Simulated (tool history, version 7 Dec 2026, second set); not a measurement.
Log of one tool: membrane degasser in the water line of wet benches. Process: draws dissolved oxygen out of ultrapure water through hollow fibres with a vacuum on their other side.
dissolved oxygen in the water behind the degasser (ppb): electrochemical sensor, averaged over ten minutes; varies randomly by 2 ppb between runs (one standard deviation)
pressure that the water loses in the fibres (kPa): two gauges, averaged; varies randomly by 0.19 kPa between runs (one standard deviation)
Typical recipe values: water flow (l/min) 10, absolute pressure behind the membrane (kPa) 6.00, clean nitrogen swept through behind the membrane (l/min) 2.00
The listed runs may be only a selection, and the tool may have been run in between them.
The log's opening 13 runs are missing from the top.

run,day,water flow (l/min),absolute pressure behind the membrane (kPa),clean nitrogen swept through behind the membrane (l/min),dissolved oxygen in the water behind the degasser (ppb),pressure that the water loses in the fibres (kPa)
14,87.588,10,6.00,2.00,197.4,40.20
15,95.992,10,6.00,2.00,198.4,39.94
16,103.371,10,6.00,2.00,200.8,40.04
17,109.379,10,14.90,2.00,300.9,40.22
18,116.983,9,6.00,2.52,166.6,36.06
19,126.138,7,8.00,2.76,131.1,28.10
20,130.246,7,8.00,2.76,131.2,28.22
21,136.075,7,8.00,2.76,131.2,28.13
22,140.229,7,6.08,2.76,119.6,28.24
23,149.908,7,6.00,2.00,126.2,28.26
24,156.767,10,7.72,3.37,195.2,40.10
25,162.296,11,14.59,1.33,397.8,44.45
26,168.996,10,11.86,2.00,262.4,39.93
27,176.833,9,6.00,2.11,173.1,36.31
28,182.204,14,10.32,2.00,364.2,56.22
29,188.846,14,10.32,2.00,356.7,56.00
30,194.238,7,6.00,1.39,135.4,28.10
31,198.596,10,6.00,1.81,198.9,40.01
32,207.646,14,14.67,2.00,426.4,55.85

Forecast each of these 4 alternatives for the next run:
A,214.938,9,6.56,2.03,?,?
B,214.938,11,4.53,1.77,?,?
C,214.938,10,6.00,3.33,?,?
D,214.938,8,14.67,2.46,?,?

run,dissolved oxygen in the water behind the degasser (ppb),pressure that the water loses in the fibres (kPa)
A,177.3,36.29
B,208.3,44.35
C,188.1,40.06
D,212.5,32.09
Without the tool's hidden state the same runs would have given:
run,dissolved oxygen in the water behind the degasser (ppb),pressure that the water loses in the fibres (kPa)
A,177.1,36.28
B,208.1,44.33
C,187.9,40.05
D,212.2,32.08
